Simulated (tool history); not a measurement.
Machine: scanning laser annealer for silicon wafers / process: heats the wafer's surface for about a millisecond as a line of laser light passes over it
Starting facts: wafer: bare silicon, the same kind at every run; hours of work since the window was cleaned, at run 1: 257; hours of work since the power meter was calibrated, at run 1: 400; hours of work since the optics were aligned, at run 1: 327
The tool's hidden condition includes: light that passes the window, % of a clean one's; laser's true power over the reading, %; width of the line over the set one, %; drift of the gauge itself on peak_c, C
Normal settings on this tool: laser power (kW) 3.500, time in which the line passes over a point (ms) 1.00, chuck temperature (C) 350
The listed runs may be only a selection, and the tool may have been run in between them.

| run | hour | laser power (kW) | time in which the line passes over a point (ms) | chuck temperature (C) | hours of work since the window was cleaned | hours of work since the power meter was calibrated | hours of work since the optics were aligned | highest temperature of the surface (C) |
|---|---|---|---|---|---|---|---|---|
| 1 | 0.0 | 3.500 | 1.00 | 350 | 257 | 400 | 327 | 1081 |
| 2 | 22.9 | 3.500 | 1.00 | 350 | 267 | 409 | 336 | 1081 |
| 3 | 36.1 | 3.500 | 1.00 | 350 | 272 | 415 | 342 | 1081 |
| 4 | 54.1 | 3.500 | 1.00 | 350 | 280 | 422 | 349 | 1079 |
| 5 | 71.6 | 3.500 | 1.00 | 350 | 287 | 430 | 356 | 1083 |
| 6 | 93.7 | 3.500 | 1.00 | 316 | 296 | 439 | 365 | 1043 |
| 7 | 104.4 | 3.500 | 1.00 | 350 | 300 | 443 | 370 | 1079 |
| 8 | 126.2 | 3.105 | 1.00 | 350 | 310 | 452 | 379 | 987 |
| 9 | 150.4 | 3.500 | 1.00 | 350 | 320 | 462 | 389 | 1080 |
| 10 | 168.6 | 3.500 | 1.00 | 350 | 327 | 470 | 397 | 1080 |
| 11 | 190.4 | 3.500 | 1.00 | 350 | 336 | 479 | 406 | 1081 |
| 12 | 202.2 | 3.813 | 1.00 | 350 | 341 | 484 | 410 | 1156 |
| 13 | 227.9 | 3.500 | 1.00 | 350 | 352 | 494 | 421 | 1078 |
| 14 | 241.0 | 3.500 | 1.00 | 350 | 357 | 500 | 427 | 1080 |
| 15 | 266.5 | 3.500 | 1.00 | 350 | 368 | 510 | 437 | 1078 |
|  | 283.1 | window over the wafer cleaned |
| 16 | 289.0 | 3.435 | 1.00 | 350 | 2 | 519 | 446 | 1063 |
| 17 | 308.9 | 3.500 | 1.00 | 350 | 11 | 527 | 454 | 1081 |
| 18 | 322.6 | 3.500 | 1.00 | 350 | 16 | 533 | 460 | 1079 |
| 19 | 333.8 | 3.500 | 1.00 | 350 | 21 | 538 | 464 | 1081 |
| 20 | 354.8 | 3.500 | 0.98 | 350 | 30 | 546 | 473 | 1073 |
| 21 | 370.1 | 3.500 | 0.98 | 350 | 36 | 553 | 479 | 1073 |
| 22 | 382.8 | 3.708 | 1.15 | 371 | 41 | 558 | 484 | 1221 |
| 23 | 408.7 | 3.500 | 1.03 | 320 | 52 | 569 | 495 | 1065 |
| 24 | 432.9 | 3.500 | 1.19 | 331 | 62 | 579 | 505 | 1139 |
| 25 | 447.3 | 3.748 | 1.12 | 314 | 68 | 585 | 511 | 1157 |
| 26 | 464.1 | 3.748 | 1.12 | 314 | 75 | 592 | 518 | 1157 |
| 27 | 479.2 | 3.500 | 1.00 | 352 | 81 | 598 | 524 | 1084 |
| 28 | 498.3 | 3.534 | 1.10 | 350 | 89 | 606 | 532 | 1129 |
| 29 | 522.2 | 3.311 | 1.10 | 318 | 99 | 616 | 542 | 1043 |
| 30 | 535.7 | 3.500 | 0.86 | 378 | 105 | 621 | 548 | 1045 |
| 31 | 546.2 | 3.450 | 1.00 | 350 | 109 | 626 | 552 | 1068 |
| 32 | 565.2 | 3.450 | 1.00 | 350 | 117 | 633 | 560 | 1070 |
| 33 | 589.6 | 3.335 | 1.00 | 350 | 127 | 644 | 570 | 1040 |
| 34 | 608.8 | 3.500 | 1.20 | 343 | 135 | 652 | 578 | 1156 |
| 35 | 632.2 | 3.651 | 0.93 | 349 | 145 | 661 | 588 | 1084 |
| 36 | 656.4 | 3.612 | 0.76 | 350 | 155 | 671 | 598 | 993 |
| 37 | 667.1 | 3.557 | 0.85 | 322 | 159 | 676 | 602 | 998 |
| 38 | 691.7 | 3.683 | 0.92 | 318 | 169 | 686 | 613 | 1056 |
| 39 | 714.6 | 3.071 | 0.83 | 318 | 179 | 695 | 622 | 881 |
| 40 | 740.4 | 3.500 | 1.00 | 339 | 190 | 706 | 633 | 1067 |
| 41 | 755.3 | 3.500 | 0.91 | 374 | 196 | 712 | 639 | 1065 |

Alternative continuations, all from the tool just after run 41; predict every row:
| A | 772.0 | 3.500 | 1.00 | 354 | 203 | 719 | 646 | ? |
| B | 772.0 | 3.486 | 1.24 | 367 | 203 | 719 | 646 | ? |
| C | 772.0 | 3.625 | 0.73 | 356 | 203 | 719 | 646 | ? |
| D | 772.0 | 3.500 | 1.10 | 374 | 203 | 719 | 646 | ? |

| run | highest temperature of the surface (C) |
|---|---|
| A | 1089 |
| B | 1189 |
| C | 984 |
| D | 1147 |
Without the tool's unlogged condition, the same runs would have read:
| run | highest temperature of the surface (C) |
|---|---|
| A | 1089 |
| B | 1190 |
| C | 984 |
| D | 1147 |

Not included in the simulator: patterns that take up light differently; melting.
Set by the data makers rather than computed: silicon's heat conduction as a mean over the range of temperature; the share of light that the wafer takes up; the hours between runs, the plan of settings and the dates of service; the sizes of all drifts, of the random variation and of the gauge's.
